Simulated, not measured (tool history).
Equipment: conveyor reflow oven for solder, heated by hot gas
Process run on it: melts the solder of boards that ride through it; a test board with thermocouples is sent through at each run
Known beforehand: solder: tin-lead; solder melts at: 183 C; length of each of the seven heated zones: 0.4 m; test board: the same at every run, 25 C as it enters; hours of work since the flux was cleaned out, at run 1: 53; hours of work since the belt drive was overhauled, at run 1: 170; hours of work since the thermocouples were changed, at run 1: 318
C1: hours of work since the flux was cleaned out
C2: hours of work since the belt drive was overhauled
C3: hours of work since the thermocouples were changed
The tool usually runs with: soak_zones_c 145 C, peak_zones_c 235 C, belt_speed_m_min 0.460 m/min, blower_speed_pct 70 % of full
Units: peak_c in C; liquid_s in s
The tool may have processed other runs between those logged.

{"run": 1, "day": 0.0, "soak_zones_c": 145, "peak_zones_c": 235, "belt_speed_m_min": 0.46, "blower_speed_pct": 70, "C1": 53, "C2": 170, "C3": 318, "peak_c": 222.7, "liquid_s": 88.4}
{"run": 2, "day": 1.625, "soak_zones_c": 145, "peak_zones_c": 235, "belt_speed_m_min": 0.46, "blower_speed_pct": 70, "C1": 80, "C2": 197, "C3": 345, "peak_c": 222.3, "liquid_s": 88.0}
{"run": 3, "day": 3.162, "soak_zones_c": 145, "peak_zones_c": 235, "belt_speed_m_min": 0.46, "blower_speed_pct": 70, "C1": 106, "C2": 223, "C3": 371, "peak_c": 221.5, "liquid_s": 87.7}
{"run": 4, "day": 4.754, "soak_zones_c": 145, "peak_zones_c": 235, "belt_speed_m_min": 0.46, "blower_speed_pct": 70, "C1": 133, "C2": 250, "C3": 398, "peak_c": 221.7, "liquid_s": 88.0}
{"run": 5, "day": 6.142, "soak_zones_c": 145, "peak_zones_c": 244, "belt_speed_m_min": 0.46, "blower_speed_pct": 70, "C1": 156, "C2": 273, "C3": 421, "peak_c": 229.9, "liquid_s": 93.9}
{"run": 6, "day": 8.225, "soak_zones_c": 145, "peak_zones_c": 235, "belt_speed_m_min": 0.46, "blower_speed_pct": 70, "C1": 191, "C2": 308, "C3": 456, "peak_c": 221.3, "liquid_s": 87.5}
{"run": 7, "day": 10.604, "soak_zones_c": 145, "peak_zones_c": 235, "belt_speed_m_min": 0.46, "blower_speed_pct": 70, "C1": 231, "C2": 348, "C3": 496, "peak_c": 222.4, "liquid_s": 87.3}
{"run": 8, "day": 12.888, "soak_zones_c": 145, "peak_zones_c": 235, "belt_speed_m_min": 0.46, "blower_speed_pct": 74, "C1": 269, "C2": 387, "C3": 535, "peak_c": 221.8, "liquid_s": 87.9}
{"run": 9, "day": 14.238, "soak_zones_c": 145, "peak_zones_c": 235, "belt_speed_m_min": 0.391, "blower_speed_pct": 74, "C1": 292, "C2": 409, "C3": 557, "peak_c": 224.2, "liquid_s": 107.8}
{"day": 16.192, "done": "thermocouples of zones 6 and 7 changed"}
{"run": 10, "day": 16.4, "soak_zones_c": 145, "peak_zones_c": 235, "belt_speed_m_min": 0.391, "blower_speed_pct": 74, "C1": 327, "C2": 444, "C3": 4, "peak_c": 227.0, "liquid_s": 108.5}
{"run": 11, "day": 17.767, "soak_zones_c": 145, "peak_zones_c": 235, "belt_speed_m_min": 0.391, "blower_speed_pct": 74, "C1": 350, "C2": 467, "C3": 27, "peak_c": 226.0, "liquid_s": 108.7}
{"run": 12, "day": 19.883, "soak_zones_c": 145, "peak_zones_c": 235, "belt_speed_m_min": 0.391, "blower_speed_pct": 74, "C1": 386, "C2": 503, "C3": 62, "peak_c": 224.6, "liquid_s": 108.0}
{"day": 20.912, "done": "flux residue cleaned out of gas plates and filters"}
{"run": 13, "day": 21.712, "soak_zones_c": 153, "peak_zones_c": 235, "belt_speed_m_min": 0.46, "blower_speed_pct": 70, "C1": 13, "C2": 530, "C3": 89, "peak_c": 224.4, "liquid_s": 95.0}
{"run": 14, "day": 23.621, "soak_zones_c": 145, "peak_zones_c": 235, "belt_speed_m_min": 0.46, "blower_speed_pct": 70, "C1": 46, "C2": 562, "C3": 121, "peak_c": 223.2, "liquid_s": 88.6}
{"run": 15, "day": 25.358, "soak_zones_c": 145, "peak_zones_c": 235, "belt_speed_m_min": 0.46, "blower_speed_pct": 70, "C1": 75, "C2": 591, "C3": 151, "peak_c": 223.0, "liquid_s": 89.1}
{"run": 16, "day": 27.429, "soak_zones_c": 142, "peak_zones_c": 224, "belt_speed_m_min": 0.447, "blower_speed_pct": 85, "C1": 110, "C2": 626, "C3": 186, "peak_c": 213.8, "liquid_s": 83.6}
{"run": 17, "day": 29.846, "soak_zones_c": 142, "peak_zones_c": 224, "belt_speed_m_min": 0.447, "blower_speed_pct": 85, "C1": 150, "C2": 667, "C3": 226, "peak_c": 214.2, "liquid_s": 83.4}
{"run": 18, "day": 31.938, "soak_zones_c": 145, "peak_zones_c": 235, "belt_speed_m_min": 0.474, "blower_speed_pct": 82, "C1": 186, "C2": 702, "C3": 261, "peak_c": 221.9, "liquid_s": 86.6}
{"day": 34.333, "done": "belt drive overhauled, speed set with a stopwatch"}
{"run": 19, "day": 34.404, "soak_zones_c": 145, "peak_zones_c": 235, "belt_speed_m_min": 0.474, "blower_speed_pct": 82, "C1": 224, "C2": 1, "C3": 300, "peak_c": 222.7, "liquid_s": 84.4}
{"run": 20, "day": 36.817, "soak_zones_c": 145, "peak_zones_c": 235, "belt_speed_m_min": 0.474, "blower_speed_pct": 82, "C1": 265, "C2": 42, "C3": 341, "peak_c": 221.6, "liquid_s": 83.7}
{"run": 21, "day": 38.542, "soak_zones_c": 145, "peak_zones_c": 235, "belt_speed_m_min": 0.482, "blower_speed_pct": 82, "C1": 294, "C2": 71, "C3": 370, "peak_c": 220.3, "liquid_s": 82.2}
{"run": 22, "day": 39.675, "soak_zones_c": 146, "peak_zones_c": 235, "belt_speed_m_min": 0.439, "blower_speed_pct": 82, "C1": 313, "C2": 90, "C3": 389, "peak_c": 222.4, "liquid_s": 93.7}
{"run": 23, "day": 40.904, "soak_zones_c": 140, "peak_zones_c": 244, "belt_speed_m_min": 0.485, "blower_speed_pct": 74, "C1": 334, "C2": 111, "C3": 410, "peak_c": 227.2, "liquid_s": 83.9}
{"run": 24, "day": 42.075, "soak_zones_c": 145, "peak_zones_c": 227, "belt_speed_m_min": 0.381, "blower_speed_pct": 65, "C1": 353, "C2": 130, "C3": 429, "peak_c": 215.5, "liquid_s": 102.4}
{"run": 25, "day": 44.142, "soak_zones_c": 145, "peak_zones_c": 227, "belt_speed_m_min": 0.381, "blower_speed_pct": 65, "C1": 388, "C2": 165, "C3": 464, "peak_c": 216.5, "liquid_s": 101.5}
{"day": 45.104, "done": "flux residue cleaned out of gas plates and filters"}
{"run": 26, "day": 45.692, "soak_zones_c": 155, "peak_zones_c": 249, "belt_speed_m_min": 0.445, "blower_speed_pct": 87, "C1": 10, "C2": 188, "C3": 487, "peak_c": 237.9, "liquid_s": 106.9}
{"run": 27, "day": 47.5, "soak_zones_c": 155, "peak_zones_c": 249, "belt_speed_m_min": 0.445, "blower_speed_pct": 87, "C1": 40, "C2": 218, "C3": 517, "peak_c": 237.7, "liquid_s": 107.0}
{"run": 28, "day": 49.492, "soak_zones_c": 158, "peak_zones_c": 246, "belt_speed_m_min": 0.442, "blower_speed_pct": 87, "C1": 74, "C2": 252, "C3": 551, "peak_c": 234.1, "liquid_s": 107.7}
{"run": 29, "day": 50.771, "soak_zones_c": 155, "peak_zones_c": 244, "belt_speed_m_min": 0.382, "blower_speed_pct": 70, "C1": 95, "C2": 273, "C3": 572, "peak_c": 234.2, "liquid_s": 122.5}

Alternative continuations, all from the tool just after run 29; predict every row:
{"day": 51.871, "done": "thermocouples of zones 6 and 7 changed"}
{"run": "A", "day": 53.088, "soak_zones_c": 155, "peak_zones_c": 238, "belt_speed_m_min": 0.442, "blower_speed_pct": 58, "C1": 133, "C2": 311, "C3": 20, "peak_c": "?", "liquid_s": "?"}
{"day": 51.871, "done": "thermocouples of zones 6 and 7 changed"}
{"run": "B", "day": 53.088, "soak_zones_c": 155, "peak_zones_c": 246, "belt_speed_m_min": 0.4, "blower_speed_pct": 70, "C1": 133, "C2": 311, "C3": 20, "peak_c": "?", "liquid_s": "?"}
{"day": 51.871, "done": "thermocouples of zones 6 and 7 changed"}
{"run": "C", "day": 53.088, "soak_zones_c": 155, "peak_zones_c": 224, "belt_speed_m_min": 0.377, "blower_speed_pct": 67, "C1": 133, "C2": 311, "C3": 20, "peak_c": "?", "liquid_s": "?"}
{"day": 51.871, "done": "thermocouples of zones 6 and 7 changed"}
{"run": "D", "day": 53.088, "soak_zones_c": 145, "peak_zones_c": 235, "belt_speed_m_min": 0.46, "blower_speed_pct": 59, "C1": 133, "C2": 311, "C3": 20, "peak_c": "?", "liquid_s": "?"}
{"day": 51.871, "done": "thermocouples of zones 6 and 7 changed"}
{"run": "E", "day": 53.088, "soak_zones_c": 145, "peak_zones_c": 224, "belt_speed_m_min": 0.46, "blower_speed_pct": 70, "C1": 133, "C2": 311, "C3": 20, "peak_c": "?", "liquid_s": "?"}

run=A peak_c=226.7 liquid_s=101.4
run=B peak_c=237.9 liquid_s=118.8
run=C peak_c=217.7 liquid_s=111.2
run=D peak_c=220.9 liquid_s=87.3
run=E peak_c=213.7 liquid_s=79.3
Had the tool no hidden state, the same runs would have come out as:
run=A peak_c=227.1 liquid_s=101.0
run=B peak_c=238.2 liquid_s=118.1
run=C peak_c=218.0 liquid_s=110.9
run=D peak_c=221.3 liquid_s=87.2
run=E peak_c=214.2 liquid_s=79.5
